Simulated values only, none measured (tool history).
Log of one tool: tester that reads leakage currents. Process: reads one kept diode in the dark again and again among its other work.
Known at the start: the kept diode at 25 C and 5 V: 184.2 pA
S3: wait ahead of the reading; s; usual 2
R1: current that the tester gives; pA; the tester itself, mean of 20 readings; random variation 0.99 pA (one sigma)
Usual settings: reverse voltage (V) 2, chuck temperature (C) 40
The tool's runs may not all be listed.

run 1 hour=0 | reverse_voltage_(V)=2 chuck_temperature_(C)=40 S3=2 | R1=345.61
run 2 hour=118.9 | reverse_voltage_(V)=2 chuck_temperature_(C)=40 S3=2 | R1=347.29
run 3 hour=232.4 | reverse_voltage_(V)=2 chuck_temperature_(C)=40 S3=0.87 | R1=350.47
run 4 hour=412.4 | reverse_voltage_(V)=2 chuck_temperature_(C)=40 S3=4.01 | R1=355.89
run 5 hour=551.4 | reverse_voltage_(V)=2 chuck_temperature_(C)=40 S3=4.01 | R1=356.39
run 6 hour=682.1 | reverse_voltage_(V)=2 chuck_temperature_(C)=40 S3=4.01 | R1=361.5
-- hour=833.4 probe card cleaned and baked
run 7 hour=869.6 | reverse_voltage_(V)=2 chuck_temperature_(C)=40 S3=2 | R1=360.81
run 8 hour=1020.6 | reverse_voltage_(V)=2 chuck_temperature_(C)=40 S3=2 | R1=364.44
-- hour=1152.7 chuck's temperature calibrated
run 9 hour=1179 | reverse_voltage_(V)=2 chuck_temperature_(C)=40 S3=2 | R1=332.57
run 10 hour=1399 | reverse_voltage_(V)=2 chuck_temperature_(C)=40 S3=2 | R1=336.2
run 11 hour=1601.8 | reverse_voltage_(V)=2 chuck_temperature_(C)=40 S3=2 | R1=338.6
run 12 hour=1801.6 | reverse_voltage_(V)=2 chuck_temperature_(C)=40 S3=2 | R1=344.4
run 13 hour=1908.8 | reverse_voltage_(V)=2 chuck_temperature_(C)=40 S3=2 | R1=347.14
run 14 hour=2146.3 | reverse_voltage_(V)=2 chuck_temperature_(C)=40 S3=2 | R1=352.15
run 15 hour=2281.1 | reverse_voltage_(V)=3.1 chuck_temperature_(C)=40 S3=2 | R1=456.46
run 16 hour=2463.2 | reverse_voltage_(V)=3.1 chuck_temperature_(C)=40 S3=2 | R1=463.18
run 17 hour=2572.4 | reverse_voltage_(V)=3.1 chuck_temperature_(C)=40 S3=2 | R1=467.15
run 18 hour=2713.8 | reverse_voltage_(V)=3.1 chuck_temperature_(C)=40 S3=2 | R1=468.9
run 19 hour=2946 | reverse_voltage_(V)=1.04 chuck_temperature_(C)=47 S3=2 | R1=408.22
-- hour=3028.9 chuck's temperature calibrated
run 20 hour=3074.2 | reverse_voltage_(V)=2.21 chuck_temperature_(C)=44 S3=2 | R1=464.4
run 21 hour=3291.1 | reverse_voltage_(V)=2.21 chuck_temperature_(C)=44 S3=2 | R1=470.78
run 22 hour=3450.4 | reverse_voltage_(V)=2.21 chuck_temperature_(C)=44 S3=2 | R1=475.04
run 23 hour=3566.3 | reverse_voltage_(V)=2.21 chuck_temperature_(C)=44 S3=2 | R1=476.13
run 24 hour=3715.2 | reverse_voltage_(V)=2.21 chuck_temperature_(C)=44 S3=2 | R1=481.75
run 25 hour=3888.1 | reverse_voltage_(V)=1.27 chuck_temperature_(C)=26 S3=5.22 | R1=97.65
run 26 hour=4022.9 | reverse_voltage_(V)=1.27 chuck_temperature_(C)=26 S3=5.22 | R1=98.7
run 27 hour=4183.6 | reverse_voltage_(V)=1.23 chuck_temperature_(C)=35 S3=6.39 | R1=189.42
run 28 hour=4411.3 | reverse_voltage_(V)=1.58 chuck_temperature_(C)=42 S3=9.64 | R1=361.73
run 29 hour=4564.2 | reverse_voltage_(V)=1.58 chuck_temperature_(C)=34 S3=4.82 | R1=207.93
run 30 hour=4761.7 | reverse_voltage_(V)=2 chuck_temperature_(C)=58 S3=7.28 | R1=1201.15
run 31 hour=4859.3 | reverse_voltage_(V)=3.15 chuck_temperature_(C)=23 S3=0.99 | R1=141.49
-- hour=4898.1 chuck's temperature calibrated
-- hour=4995.5 tester calibrated
run 32 hour=5040 | reverse_voltage_(V)=10.43 chuck_temperature_(C)=34 S3=0.77 | R1=564.84
run 33 hour=5236.9 | reverse_voltage_(V)=13.2 chuck_temperature_(C)=40 S3=8.18 | R1=995.06

3 ways to go on from here, each from the tool as it stands after run 33. What would each give?
run A hour=5460.6 | reverse_voltage_(V)=2 chuck_temperature_(C)=22 S3=4.36 | R1=?
run B hour=5460.6 | reverse_voltage_(V)=15.69 chuck_temperature_(C)=54 S3=3.28 | R1=?
run C hour=5460.6 | reverse_voltage_(V)=1.01 chuck_temperature_(C)=58 S3=3.25 | R1=?

run=A R1=91.06
run=B R1=2809.54
run=C R1=747.72
Without the tool's hidden state the same runs would have given:
run=A R1=86.26
run=B R1=2729.24
run=C R1=730.45

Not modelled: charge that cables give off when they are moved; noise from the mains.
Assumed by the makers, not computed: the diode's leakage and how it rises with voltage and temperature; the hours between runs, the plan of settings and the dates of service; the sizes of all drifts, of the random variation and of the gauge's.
